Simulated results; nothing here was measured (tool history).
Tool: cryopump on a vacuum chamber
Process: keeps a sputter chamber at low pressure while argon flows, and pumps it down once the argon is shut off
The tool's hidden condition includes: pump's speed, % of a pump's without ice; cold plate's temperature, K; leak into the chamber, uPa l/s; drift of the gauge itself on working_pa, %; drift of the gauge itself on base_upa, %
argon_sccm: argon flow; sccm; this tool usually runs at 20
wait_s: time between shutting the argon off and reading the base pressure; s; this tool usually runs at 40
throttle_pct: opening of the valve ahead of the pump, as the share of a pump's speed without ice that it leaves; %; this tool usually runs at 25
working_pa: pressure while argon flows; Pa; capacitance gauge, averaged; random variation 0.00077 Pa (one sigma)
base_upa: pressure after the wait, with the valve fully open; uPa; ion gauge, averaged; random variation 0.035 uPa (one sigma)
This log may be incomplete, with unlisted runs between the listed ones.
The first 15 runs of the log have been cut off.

run    hour  argon_sccm  wait_s  throttle_pct  hours of work since the pump was warmed up and emptied  hours of work since the cold head was overhauled  hours of work since the chamber's fittings were tightened  working_pa  base_upa
 16  1008.8          21      40            29                                                     623                                              3897                                                       1129      0.1424      5.13
 17  1069.1          20      40            31                                                     676                                              3951                                                       1182      0.1285      5.49
 18  1156.6          17      40            56                                                     754                                              4028                                                       1259      0.0652      5.79
 19  1241.9          23      57            19                                                     829                                              4103                                                       1334      0.2357      5.63
 20  1328.8          23      57            19                                                     906                                              4180                                                       1411      0.2377      6.20
 21  1398.3          10      57            19                                                     967                                              4241                                                       1472      0.1032      6.51
 22  1480.7          18      65            32                                                    1040                                              4314                                                       1545      0.1191      6.90
     1492.7  -- pump warmed up, emptied and cooled again
 23  1551.1          18      43            25                                                      52                                              4372                                                       1603      0.1334      5.76
 24  1634.8          18      43            25                                                     126                                              4446                                                       1677      0.1362      6.31
 25  1701.4          28      82            17                                                     184                                              4505                                                       1736      0.3052      5.63
     1732.5  -- leaking fittings of the chamber tightened, without venting
 26  1776.3          28      82            17                                                     249                                              4569                                                         39      0.3084      1.27
 27  1835.5          28     109            17                                                     301                                              4621                                                         91      0.3102      1.20
 28  1916.8          10      42            17                                                     373                                              4693                                                        163      0.1119      2.37
 29  1974.0          10      42            17                                                     423                                              4744                                                        213      0.1112      2.51
 30  2028.0          24      49            21                                                     471                                              4791                                                        261      0.2194      2.51

Each row is a separate what-if for the run after 30, all from the same tool condition, not one after another. Results?
  A  2108.1          20     243            25                                                     542                                              4862                                                        332           ?         ?
  B  2108.1          28     121            24                                                     542                                              4862                                                        332           ?         ?
  C  2108.1          10      49            47                                                     542                                              4862                                                        332           ?         ?
  D  2108.1          20     146            48                                                     542                                              4862                                                        332           ?         ?

run  working_pa  base_upa
  A      0.1549      1.66
  B      0.2238      1.91
  C      0.0439      2.79
  D      0.0849      1.86
Without the tool's unlogged condition, the same runs would have read:
run  working_pa  base_upa
  A      0.1465      0.55
  B      0.2121      0.82
  C      0.0397      1.66
  D      0.0765      0.75
